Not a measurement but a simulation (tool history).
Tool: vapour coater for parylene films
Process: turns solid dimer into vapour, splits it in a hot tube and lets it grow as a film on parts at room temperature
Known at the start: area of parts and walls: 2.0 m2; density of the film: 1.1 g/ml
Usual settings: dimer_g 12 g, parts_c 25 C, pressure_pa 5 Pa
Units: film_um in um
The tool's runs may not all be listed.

| run | hour | dimer_g | parts_c | pressure_pa | film_um |
|---|---|---|---|---|---|
| 1 | 0 | 12 | 25 | 5 | 4.16 |
| 2 | 25.2 | 12 | 25 | 5 | 4.07 |
| 3 | 39.3 | 12 | 25 | 5 | 4.12 |
| 4 | 71.5 | 21 | 25 | 5 | 7.2 |
| 5 | 94.6 | 21 | 25 | 5 | 7.12 |
| 6 | 128.5 | 6 | 25 | 5 | 1.99 |
| 7 | 146.6 | 6 | 25 | 5 | 2 |
| 8 | 175 | 6 | 25 | 5 | 2 |
| 9 | 199.7 | 5 | 25 | 5 | 1.69 |
| 10 | 229.9 | 5 | 25 | 5 | 1.7 |
| 11 | 262.8 | 5 | 25 | 4.72 | 1.65 |
| 12 | 294.9 | 12 | 25 | 5 | 3.99 |
| 13 | 313.4 | 12 | 25 | 5 | 3.95 |
| 14 | 347.4 | 12 | 25 | 5 | 3.95 |
| 15 | 364.1 | 10 | 25 | 5 | 3.38 |
| 16 | 378.5 | 10 | 25 | 5 | 3.31 |
| 17 | 394 | 10 | 25 | 5 | 3.28 |
| 18 | 411.6 | 10 | 25 | 5 | 3.3 |
| 19 | 428.1 | 20 | 25 | 5 | 6.54 |
| 20 | 458.1 | 15 | 25 | 5 | 4.97 |
| 21 | 484.5 | 12 | 25 | 5 | 3.92 |
| 22 | 516 | 5 | 25 | 5 | 1.64 |
| 23 | 533.8 | 5 | 25 | 5 | 1.62 |
| 24 | 558.2 | 12 | 25 | 7.04 | 3.8 |
| 25 | 574.8 | 12 | 31 | 3.68 | 3.45 |
| 26 | 608.7 | 12 | 30 | 2.25 | 3.58 |
|  | 618.6 | trap's valve overhauled |
| 27 | 630.1 | 12 | 30 | 2.25 | 3.88 |
| 28 | 663.9 | 12 | 30 | 2.25 | 3.84 |
|  | 667.4 | table's thermometer calibrated |
| 29 | 695.4 | 12 | 21 | 2.37 | 4.75 |
| 30 | 715 | 12 | 22 | 4.84 | 4.43 |
| 31 | 749 | 19 | 18 | 5 | 7.56 |
| 32 | 775.4 | 11 | 34 | 5 | 2.96 |
| 33 | 805.3 | 9 | 34 | 6.4 | 2.4 |
| 34 | 827.2 | 20 | 29 | 6.94 | 5.95 |
| 35 | 843 | 20 | 29 | 6.94 | 5.87 |
|  | 860.6 | table's thermometer calibrated, once more |
| 36 | 865.4 | 19 | 20 | 5.02 | 7.3 |
| 37 | 883.6 | 19 | 20 | 5.02 | 7.29 |
| 38 | 916.1 | 8 | 21 | 7.17 | 2.95 |
| 39 | 936 | 9 | 21 | 5 | 3.35 |
| 40 | 951.8 | 13 | 18 | 2.52 | 5.42 |
| 41 | 981.9 | 10 | 30 | 10.04 | 2.83 |
| 42 | 1012.3 | 12 | 37 | 5 | 3 |
| 43 | 1039.5 | 13 | 27 | 5 | 4.06 |
| 44 | 1058.4 | 13 | 27 | 5 | 4.08 |
| 45 | 1073 | 7 | 22 | 3.66 | 2.54 |
| 46 | 1089.9 | 7 | 22 | 3.66 | 2.55 |

Forecast each of these 4 alternatives for the next run:
| A | 1110.2 | 12 | 25 | 2.36 | ? |
| B | 1110.2 | 7 | 34 | 3.66 | ? |
| C | 1110.2 | 22 | 33 | 5.04 | ? |
| D | 1110.2 | 10 | 19 | 6.73 | ? |

| run | film_um |
|---|---|
| A | 4.12 |
| B | 1.94 |
| C | 5.91 |
| D | 3.68 |
Without the tool's hidden state the same runs would have given:
| run | film_um |
|---|---|
| A | 4.34 |
| B | 2.04 |
| C | 6.22 |
| D | 3.88 |

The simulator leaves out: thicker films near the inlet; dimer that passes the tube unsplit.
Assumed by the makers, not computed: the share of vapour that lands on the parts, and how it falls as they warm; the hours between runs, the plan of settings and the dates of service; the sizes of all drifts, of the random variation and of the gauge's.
